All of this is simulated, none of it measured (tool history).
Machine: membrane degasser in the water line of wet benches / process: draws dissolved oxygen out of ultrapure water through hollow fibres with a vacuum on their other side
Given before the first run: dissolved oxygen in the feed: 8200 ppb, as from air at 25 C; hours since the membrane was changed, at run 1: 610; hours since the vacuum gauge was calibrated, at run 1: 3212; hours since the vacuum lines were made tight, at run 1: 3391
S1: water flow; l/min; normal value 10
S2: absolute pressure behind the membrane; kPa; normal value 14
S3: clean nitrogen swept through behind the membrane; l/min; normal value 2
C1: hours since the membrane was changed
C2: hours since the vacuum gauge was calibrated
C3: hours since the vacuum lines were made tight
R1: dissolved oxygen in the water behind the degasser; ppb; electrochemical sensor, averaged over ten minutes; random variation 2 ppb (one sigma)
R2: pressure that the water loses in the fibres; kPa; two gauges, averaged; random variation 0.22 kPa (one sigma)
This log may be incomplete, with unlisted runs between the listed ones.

run,day,S1,S2,S3,C1,C2,C3,R1,R2
1,0,10,14,2,610,3212,3391,197.9,55.29
2,2.742,10,14,2,676,3278,3457,197.7,55.52
3,8.192,10,14,2,807,3409,3587,195.4,55.68
4,15,10,14,2,970,3572,3751,197.2,56.05
5,18.458,10,14,2,1053,3655,3834,199.6,55.52
6,22.542,10,14,2,1151,3753,3932,198.9,56.15
7,28.846,10,14,2,1303,3905,4083,198.5,55.49
8,32.412,10,14,2,1388,3990,4169,199.3,55.8
9,37.371,10,14,3.86,1507,4109,4288,136.9,55.06
10,43.367,10,14,3.86,1651,4253,4432,137.1,55.43
11,49.392,8,14,3.86,1796,4398,4576,82.4,43.86
12,52.712,8,14,3.86,1876,4477,4656,79.2,44.1
13,57.85,10,14,2,1999,4601,4779,199,54.94
14,61.308,10,14,2,2082,4684,4862,200.3,54.86
15,67.504,10,14,2,2231,4832,5011,198.7,54.64

Predict the results of run 16:
16,72.942,10,14,2,2361,4963,5141,?,?

{"run 16": {"R1": 195.6, "R2": 54.79}}
The same run, on a tool lacking any hidden state, would have yielded R1 195 ppb, R2 55.73 kPa.

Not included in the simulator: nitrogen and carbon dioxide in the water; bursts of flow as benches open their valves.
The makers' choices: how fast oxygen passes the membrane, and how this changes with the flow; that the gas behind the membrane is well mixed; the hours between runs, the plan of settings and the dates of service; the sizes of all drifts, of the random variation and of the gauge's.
